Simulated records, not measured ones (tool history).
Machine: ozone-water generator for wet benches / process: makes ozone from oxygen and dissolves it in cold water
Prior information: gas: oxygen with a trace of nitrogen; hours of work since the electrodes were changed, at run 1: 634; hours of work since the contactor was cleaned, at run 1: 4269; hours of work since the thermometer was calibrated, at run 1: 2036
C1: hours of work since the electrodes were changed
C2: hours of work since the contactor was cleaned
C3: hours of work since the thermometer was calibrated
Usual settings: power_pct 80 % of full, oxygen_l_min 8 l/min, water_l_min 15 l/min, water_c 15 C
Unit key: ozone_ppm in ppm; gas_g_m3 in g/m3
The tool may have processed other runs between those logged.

run 1 hour=0 | power_pct=80 oxygen_l_min=8 water_l_min=15 water_c=15 | C1=634 C2=4269 C3=2036 | ozone_ppm=30.5 gas_g_m3=169.7
run 2 hour=79.6 | power_pct=80 oxygen_l_min=8 water_l_min=15 water_c=15 | C1=701 C2=4336 C3=2104 | ozone_ppm=30.2 gas_g_m3=168.5
run 3 hour=151.3 | power_pct=80 oxygen_l_min=8 water_l_min=15 water_c=15 | C1=762 C2=4397 C3=2164 | ozone_ppm=30.2 gas_g_m3=167.5
run 4 hour=200.8 | power_pct=80 oxygen_l_min=8 water_l_min=15 water_c=15 | C1=804 C2=4439 C3=2206 | ozone_ppm=30.1 gas_g_m3=169.1
run 5 hour=262.5 | power_pct=80 oxygen_l_min=11.9 water_l_min=15 water_c=15 | C1=856 C2=4491 C3=2258 | ozone_ppm=26.2 gas_g_m3=128.5
run 6 hour=304.4 | power_pct=80 oxygen_l_min=11.9 water_l_min=15 water_c=15 | C1=891 C2=4526 C3=2294 | ozone_ppm=26.3 gas_g_m3=127.8
run 7 hour=380.1 | power_pct=80 oxygen_l_min=11.9 water_l_min=15 water_c=15 | C1=955 C2=4590 C3=2358 | ozone_ppm=26.5 gas_g_m3=127.6
run 8 hour=443.9 | power_pct=80 oxygen_l_min=8 water_l_min=15 water_c=15 | C1=1009 C2=4644 C3=2412 | ozone_ppm=29.7 gas_g_m3=167.8
run 9 hour=510.4 | power_pct=80 oxygen_l_min=8 water_l_min=15 water_c=15 | C1=1065 C2=4701 C3=2468 | ozone_ppm=29.9 gas_g_m3=167.4
run 10 hour=578.5 | power_pct=80 oxygen_l_min=4.75 water_l_min=15 water_c=15 | C1=1123 C2=4758 C3=2525 | ozone_ppm=33.5 gas_g_m3=238.2
run 11 hour=622.5 | power_pct=80 oxygen_l_min=4.75 water_l_min=15 water_c=15 | C1=1160 C2=4795 C3=2563 | ozone_ppm=33.7 gas_g_m3=239.4
run 12 hour=696.3 | power_pct=80 oxygen_l_min=4.75 water_l_min=15 water_c=15 | C1=1223 C2=4858 C3=2625 | ozone_ppm=33.2 gas_g_m3=239.4
run 13 hour=735.2 | power_pct=80 oxygen_l_min=4.75 water_l_min=15 water_c=15 | C1=1256 C2=4891 C3=2658 | ozone_ppm=33.3 gas_g_m3=237
run 14 hour=789.2 | power_pct=80 oxygen_l_min=4.75 water_l_min=15 water_c=15 | C1=1301 C2=4936 C3=2704 | ozone_ppm=33.3 gas_g_m3=237.1
run 15 hour=840.6 | power_pct=80 oxygen_l_min=4.75 water_l_min=15 water_c=15 | C1=1345 C2=4980 C3=2747 | ozone_ppm=33.1 gas_g_m3=234.6
run 16 hour=926.9 | power_pct=80 oxygen_l_min=8 water_l_min=15 water_c=15 | C1=1418 C2=5053 C3=2820 | ozone_ppm=29.4 gas_g_m3=165.2
run 17 hour=962.7 | power_pct=43 oxygen_l_min=13.19 water_l_min=18 water_c=18 | C1=1448 C2=5083 C3=2850 | ozone_ppm=13.2 gas_g_m3=70.3
run 18 hour=1026.7 | power_pct=43 oxygen_l_min=13.19 water_l_min=18 water_c=18 | C1=1502 C2=5137 C3=2904 | ozone_ppm=12.8 gas_g_m3=71.7
run 19 hour=1068.9 | power_pct=49 oxygen_l_min=4.15 water_l_min=10 water_c=10 | C1=1538 C2=5173 C3=2940 | ozone_ppm=32 gas_g_m3=171.6
run 20 hour=1127.2 | power_pct=49 oxygen_l_min=4.15 water_l_min=10 water_c=10 | C1=1587 C2=5222 C3=2989 | ozone_ppm=31.7 gas_g_m3=173.9
run 21 hour=1192.8 | power_pct=49 oxygen_l_min=4.15 water_l_min=10 water_c=10 | C1=1642 C2=5277 C3=3045 | ozone_ppm=31.2 gas_g_m3=174.5
run 22 hour=1242.7 | power_pct=73 oxygen_l_min=9.74 water_l_min=18 water_c=10 | C1=1685 C2=5320 C3=3087 | ozone_ppm=25.4 gas_g_m3=134.2
run 23 hour=1325.5 | power_pct=73 oxygen_l_min=9.74 water_l_min=18 water_c=10 | C1=1755 C2=5390 C3=3157 | ozone_ppm=25.6 gas_g_m3=131.1
run 24 hour=1404.9 | power_pct=80 oxygen_l_min=9.85 water_l_min=12 water_c=15 | C1=1822 C2=5457 C3=3224 | ozone_ppm=30.1 gas_g_m3=140.7
run 25 hour=1464.7 | power_pct=80 oxygen_l_min=9.85 water_l_min=12 water_c=15 | C1=1872 C2=5507 C3=3275 | ozone_ppm=29.5 gas_g_m3=141.6
run 26 hour=1549.2 | power_pct=80 oxygen_l_min=9.85 water_l_min=10 water_c=15 | C1=1944 C2=5579 C3=3346 | ozone_ppm=32.4 gas_g_m3=141.5
run 27 hour=1635.9 | power_pct=80 oxygen_l_min=9.85 water_l_min=10 water_c=15 | C1=2017 C2=5652 C3=3420 | ozone_ppm=31.9 gas_g_m3=139.7
run 28 hour=1680.7 | power_pct=80 oxygen_l_min=9.85 water_l_min=10 water_c=15 | C1=2055 C2=5690 C3=3457 | ozone_ppm=31.9 gas_g_m3=139.5
run 29 hour=1759.9 | power_pct=62 oxygen_l_min=12.32 water_l_min=10 water_c=10 | C1=2122 C2=5757 C3=3524 | ozone_ppm=26.6 gas_g_m3=97.6
run 30 hour=1816.9 | power_pct=62 oxygen_l_min=12.32 water_l_min=10 water_c=10 | C1=2170 C2=5805 C3=3573 | ozone_ppm=26.6 gas_g_m3=98.6
run 31 hour=1883.8 | power_pct=71 oxygen_l_min=14.05 water_l_min=10 water_c=14 | C1=2227 C2=5862 C3=3629 | ozone_ppm=25.3 gas_g_m3=99.5
run 32 hour=1949.9 | power_pct=71 oxygen_l_min=14.05 water_l_min=10 water_c=14 | C1=2283 C2=5918 C3=3685 | ozone_ppm=25.1 gas_g_m3=99.8

The same runs without the tool's hidden state, with the same run-to-run variation:
The tool's hidden condition here consists of: yield of the discharge, % of new electrodes'; contactor's efficiency, % of a clean one's; true water temperature over the reading, C; drift of the gauge itself on ozone_ppm, %; drift of the gauge itself on gas_g_m3, %.
run=1 ozone_ppm=31.3 gas_g_m3=171
run=2 ozone_ppm=31 gas_g_m3=170.2
run=3 ozone_ppm=31.2 gas_g_m3=169.6
run=4 ozone_ppm=31.1 gas_g_m3=171.4
run=5 ozone_ppm=27.1 gas_g_m3=130.4
run=6 ozone_ppm=27.3 gas_g_m3=129.9
run=7 ozone_ppm=27.5 gas_g_m3=129.9
run=8 ozone_ppm=31 gas_g_m3=171.2
run=9 ozone_ppm=31.2 gas_g_m3=171.1
run=10 ozone_ppm=35 gas_g_m3=243.9
run=11 ozone_ppm=35.3 gas_g_m3=245.5
run=12 ozone_ppm=34.8 gas_g_m3=245.9
run=13 ozone_ppm=34.9 gas_g_m3=243.7
run=14 ozone_ppm=35 gas_g_m3=244.2
run=15 ozone_ppm=34.8 gas_g_m3=242
run=16 ozone_ppm=31.1 gas_g_m3=170.8
run=17 ozone_ppm=13.7 gas_g_m3=71.7
run=18 ozone_ppm=13.4 gas_g_m3=73.1
run=19 ozone_ppm=33.4 gas_g_m3=175.8
run=20 ozone_ppm=33.1 gas_g_m3=178.3
run=21 ozone_ppm=32.7 gas_g_m3=179.1
run=22 ozone_ppm=27 gas_g_m3=139.6
run=23 ozone_ppm=27.4 gas_g_m3=136.7
run=24 ozone_ppm=32.3 gas_g_m3=147.4
run=25 ozone_ppm=31.7 gas_g_m3=148.6
run=26 ozone_ppm=34.9 gas_g_m3=148.8
run=27 ozone_ppm=34.4 gas_g_m3=147.3
run=28 ozone_ppm=34.4 gas_g_m3=147.4
run=29 ozone_ppm=28.6 gas_g_m3=102.2
run=30 ozone_ppm=28.5 gas_g_m3=103.3
run=31 ozone_ppm=27.3 gas_g_m3=105.2
run=32 ozone_ppm=27.3 gas_g_m3=105.6
